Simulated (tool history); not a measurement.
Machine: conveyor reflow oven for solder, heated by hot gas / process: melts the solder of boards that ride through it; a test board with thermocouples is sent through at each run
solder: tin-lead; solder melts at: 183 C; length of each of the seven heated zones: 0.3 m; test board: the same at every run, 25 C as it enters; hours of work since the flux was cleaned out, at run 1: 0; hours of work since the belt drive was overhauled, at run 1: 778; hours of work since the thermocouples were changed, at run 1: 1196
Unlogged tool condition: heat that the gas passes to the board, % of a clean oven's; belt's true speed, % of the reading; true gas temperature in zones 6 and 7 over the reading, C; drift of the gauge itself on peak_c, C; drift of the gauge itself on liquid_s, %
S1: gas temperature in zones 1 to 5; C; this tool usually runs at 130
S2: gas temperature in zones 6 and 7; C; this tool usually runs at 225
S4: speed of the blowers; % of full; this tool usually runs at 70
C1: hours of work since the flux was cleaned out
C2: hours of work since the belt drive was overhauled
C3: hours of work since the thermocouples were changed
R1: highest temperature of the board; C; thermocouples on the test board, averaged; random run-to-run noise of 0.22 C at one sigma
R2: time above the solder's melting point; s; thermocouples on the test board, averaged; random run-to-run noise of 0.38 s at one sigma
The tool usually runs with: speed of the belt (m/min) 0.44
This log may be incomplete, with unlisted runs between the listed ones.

Run 1, day 0: usual settings; C1 0; C2 778; C3 1196. Result: R1 207.7 C, R2 48.7 s.
Run 2, day 1.567: usual settings but S2 233 C; C1 28; C2 806; C3 1224. Result: R1 213.6 C, R2 56 s.
Run 3, day 2.838: usual settings but S2 233 C; C1 51; C2 829; C3 1247. Result: R1 213.7 C, R2 55.3 s.
Run 4, day 4.712: usual settings but S2 233 C; C1 85; C2 863; C3 1281. Result: R1 213 C, R2 54.7 s.
Run 5, day 7.329: usual settings but S2 233 C; C1 133; C2 911; C3 1329. Result: R1 213.1 C, R2 54.2 s.
Run 6, day 8.454: usual settings but S2 233 C; C1 153; C2 931; C3 1349. Result: R1 213 C, R2 54.9 s.
Run 7, day 10.7: usual settings but S2 233 C; C1 194; C2 972; C3 1390. Result: R1 212.5 C, R2 54.6 s.
At day 11.492: thermocouples of zones 6 and 7 changed.
Run 8, day 12.333: usual settings but S2 233 C; C1 222; C2 1000; C3 15. Result: R1 209.6 C, R2 51.5 s.
Run 9, day 14.562: usual settings but S2 233 C; C1 263; C2 1040; C3 56. Result: R1 209.4 C, R2 51 s.
Run 10, day 16.854: usual settings but S2 233 C; C1 304; C2 1082; C3 97. Result: R1 208.9 C, R2 50.8 s.
Run 11, day 18.246: usual settings but S2 233 C; C1 329; C2 1107; C3 122. Result: R1 208.5 C, R2 49.5 s.
At day 19.221: flux residue cleaned out of gas plates and filters.
Run 12, day 19.979: usual settings but S2 233 C, speed of the belt (m/min) 0.358; C1 14; C2 1135; C3 150. Result: R1 218.9 C, R2 76.1 s.
Run 13, day 22.088: usual settings but S2 233 C, speed of the belt (m/min) 0.358; C1 52; C2 1173; C3 188. Result: R1 218.2 C, R2 76 s.
Run 14, day 23.396: usual settings but S2 233 C, speed of the belt (m/min) 0.381; C1 76; C2 1197; C3 212. Result: R1 216.3 C, R2 68.4 s.
Run 15, day 24.929: usual settings but S2 228 C, S4 68 % of full; C1 104; C2 1224; C3 240. Result: R1 206.7 C, R2 48.2 s.
Run 16, day 27.425: usual settings but S2 228 C, S4 58 % of full; C1 149; C2 1270; C3 285. Result: R1 203.4 C, R2 43.6 s.
Run 17, day 28.546: usual settings but S2 228 C, S4 58 % of full; C1 169; C2 1290; C3 305. Result: R1 203.7 C, R2 44 s.
Run 18, day 30.9: usual settings but S4 64 % of full; C1 212; C2 1333; C3 348. Result: R1 202.6 C, R2 42.3 s.
Run 19, day 33.083: usual settings but S1 126 C, S2 235 C; C1 251; C2 1372; C3 388. Result: R1 210.4 C, R2 51.7 s.
At day 33.429: belt drive overhauled, speed set with a stopwatch.
Run 20, day 35.712: usual settings but S1 126 C, S2 235 C; C1 296; C2 41; C3 432. Result: R1 210.7 C, R2 53 s.
Run 21, day 37.188: usual settings but S1 126 C, S2 235 C; C1 323; C2 68; C3 459. Result: R1 210.4 C, R2 52.2 s.
At day 38.5: flux residue cleaned out of gas plates and filters.
Run 22, day 39.204: usual settings but S1 144 C, S2 214 C, speed of the belt (m/min) 0.424, S4 61 % of full; C1 13; C2 101; C3 492. Result: R1 199.3 C, R2 48.1 s.
Run 23, day 40.633: usual settings but S1 144 C, S2 214 C, speed of the belt (m/min) 0.424, S4 61 % of full; C1 39; C2 127; C3 518. Result: R1 199.6 C, R2 48 s.
Run 24, day 43.196: usual settings but S1 144 C, S2 214 C, speed of the belt (m/min) 0.424, S4 61 % of full; C1 85; C2 173; C3 564. Result: R1 199.4 C, R2 47.5 s.
At day 44.196: belt drive overhauled, speed set with a stopwatch, once more.
Run 25, day 45.558: usual settings but S1 144 C, S2 222 C, speed of the belt (m/min) 0.424, S4 61 % of full; C1 125; C2 25; C3 604. Result: R1 204 C, R2 50.9 s.
Run 26, day 47.758: usual settings but S1 144 C, S2 222 C, speed of the belt (m/min) 0.424, S4 61 % of full; C1 165; C2 65; C3 644. Result: R1 204.1 C, R2 51 s.
Run 27, day 49.375: usual settings but S1 133 C, S2 222 C, speed of the belt (m/min) 0.424, S4 61 % of full; C1 194; C2 94; C3 673. Result: R1 201 C, R2 42.1 s.
Run 28, day 51.558: usual settings but S2 236 C; C1 234; C2 134; C3 713. Result: R1 211.9 C, R2 52.4 s.

Consider 5 possible next runs. They are alternatives, not a sequence: every one starts from the tool as it was left by run 28. What does each give?
Run A, day 53.292: usual settings but S1 132 C; C1 265; C2 165; C3 744. Result: R1 ?, R2 ?.
Run B, day 53.292: usual settings but S2 218 C; C1 265; C2 165; C3 744. Result: R1 ?, R2 ?.
Run C, day 53.292: usual settings but S1 142 C, S2 215 C, S4 80 % of full; C1 265; C2 165; C3 744. Result: R1 ?, R2 ?.
Run D, day 53.292: usual settings but S1 120 C, S2 219 C, S4 67 % of full; C1 265; C2 165; C3 744. Result: R1 ?, R2 ?.
Run E, day 53.292: usual settings but S1 135 C, S2 235 C, speed of the belt (m/min) 0.475; C1 265; C2 165; C3 744. Result: R1 ?, R2 ?.

run     R1    R2
  A  203.4  43.4
  B  197.3  33.8
  C  199.7    42
  D  194.6  27.6
  E  209.3  46.2
Without the tool's hidden state the same runs would have given:
run     R1    R2
  A  204.9    46
  B  198.7  36.8
  C  200.8  44.6
  D  196.3  30.9
  E  211.1  48.5

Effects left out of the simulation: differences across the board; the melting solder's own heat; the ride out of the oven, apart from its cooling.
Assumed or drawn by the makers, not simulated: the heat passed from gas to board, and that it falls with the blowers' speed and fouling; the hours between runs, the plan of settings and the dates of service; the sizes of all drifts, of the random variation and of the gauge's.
